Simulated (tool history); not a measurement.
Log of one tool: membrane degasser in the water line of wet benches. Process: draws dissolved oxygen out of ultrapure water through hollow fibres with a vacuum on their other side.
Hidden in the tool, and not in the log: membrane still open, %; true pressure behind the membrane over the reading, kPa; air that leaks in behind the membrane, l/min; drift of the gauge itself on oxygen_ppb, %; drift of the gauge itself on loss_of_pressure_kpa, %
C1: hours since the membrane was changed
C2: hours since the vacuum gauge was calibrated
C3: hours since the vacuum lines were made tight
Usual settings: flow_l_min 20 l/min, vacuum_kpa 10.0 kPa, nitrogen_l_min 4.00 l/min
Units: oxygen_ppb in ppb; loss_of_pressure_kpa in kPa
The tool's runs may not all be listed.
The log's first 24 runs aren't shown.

run 25 hour=2348.7 | flow_l_min=20 vacuum_kpa=19.3 nitrogen_l_min=5.32 | C1=4747 C2=5956 C3=5956 | oxygen_ppb=321.5 loss_of_pressure_kpa=68.41
run 26 hour=2415.6 | flow_l_min=19 vacuum_kpa=12.7 nitrogen_l_min=1.62 | C1=4814 C2=6023 C3=6023 | oxygen_ppb=403.8 loss_of_pressure_kpa=65.04
run 27 hour=2514.5 | flow_l_min=29 vacuum_kpa=10.0 nitrogen_l_min=4.00 | C1=4913 C2=6122 C3=6122 | oxygen_ppb=512.0 loss_of_pressure_kpa=98.98
run 28 hour=2575.7 | flow_l_min=29 vacuum_kpa=10.0 nitrogen_l_min=2.10 | C1=4974 C2=6183 C3=6183 | oxygen_ppb=599.9 loss_of_pressure_kpa=98.79
run 29 hour=2668.2 | flow_l_min=29 vacuum_kpa=10.0 nitrogen_l_min=2.10 | C1=5066 C2=6275 C3=6275 | oxygen_ppb=591.4 loss_of_pressure_kpa=99.77
-- hour=2682.8 vacuum gauge calibrated
-- hour=2736.2 seals of the vacuum lines changed
run 30 hour=2736.2 | flow_l_min=29 vacuum_kpa=10.0 nitrogen_l_min=2.10 | C1=5132 C2=51 C3=0 | oxygen_ppb=589.3 loss_of_pressure_kpa=99.56
run 31 hour=2789.3 | flow_l_min=29 vacuum_kpa=10.0 nitrogen_l_min=3.07 | C1=5185 C2=104 C3=53 | oxygen_ppb=532.2 loss_of_pressure_kpa=99.44
run 32 hour=2886.1 | flow_l_min=17 vacuum_kpa=8.7 nitrogen_l_min=3.07 | C1=5282 C2=201 C3=150 | oxygen_ppb=187.5 loss_of_pressure_kpa=58.74
run 33 hour=3011.4 | flow_l_min=17 vacuum_kpa=8.7 nitrogen_l_min=3.07 | C1=5407 C2=327 C3=275 | oxygen_ppb=187.4 loss_of_pressure_kpa=58.62

3 ways to go on from here, each from the tool as it stands after run 33. What would each give?
run A hour=3080.8 | flow_l_min=31 vacuum_kpa=8.7 nitrogen_l_min=3.07 | C1=5476 C2=396 C3=345 | oxygen_ppb=? loss_of_pressure_kpa=?
run B hour=3080.8 | flow_l_min=17 vacuum_kpa=8.7 nitrogen_l_min=4.60 | C1=5476 C2=396 C3=345 | oxygen_ppb=? loss_of_pressure_kpa=?
run C hour=3080.8 | flow_l_min=20 vacuum_kpa=17.0 nitrogen_l_min=4.00 | C1=5476 C2=396 C3=345 | oxygen_ppb=? loss_of_pressure_kpa=?

run=A oxygen_ppb=554.9 loss_of_pressure_kpa=107.06
run=B oxygen_ppb=164.4 loss_of_pressure_kpa=58.79
run=C oxygen_ppb=333.5 loss_of_pressure_kpa=68.86
Without the tool's hidden state the same runs would have given:
run=A oxygen_ppb=529.2 loss_of_pressure_kpa=104.83
run=B oxygen_ppb=154.4 loss_of_pressure_kpa=57.57
run=C oxygen_ppb=320.0 loss_of_pressure_kpa=67.42

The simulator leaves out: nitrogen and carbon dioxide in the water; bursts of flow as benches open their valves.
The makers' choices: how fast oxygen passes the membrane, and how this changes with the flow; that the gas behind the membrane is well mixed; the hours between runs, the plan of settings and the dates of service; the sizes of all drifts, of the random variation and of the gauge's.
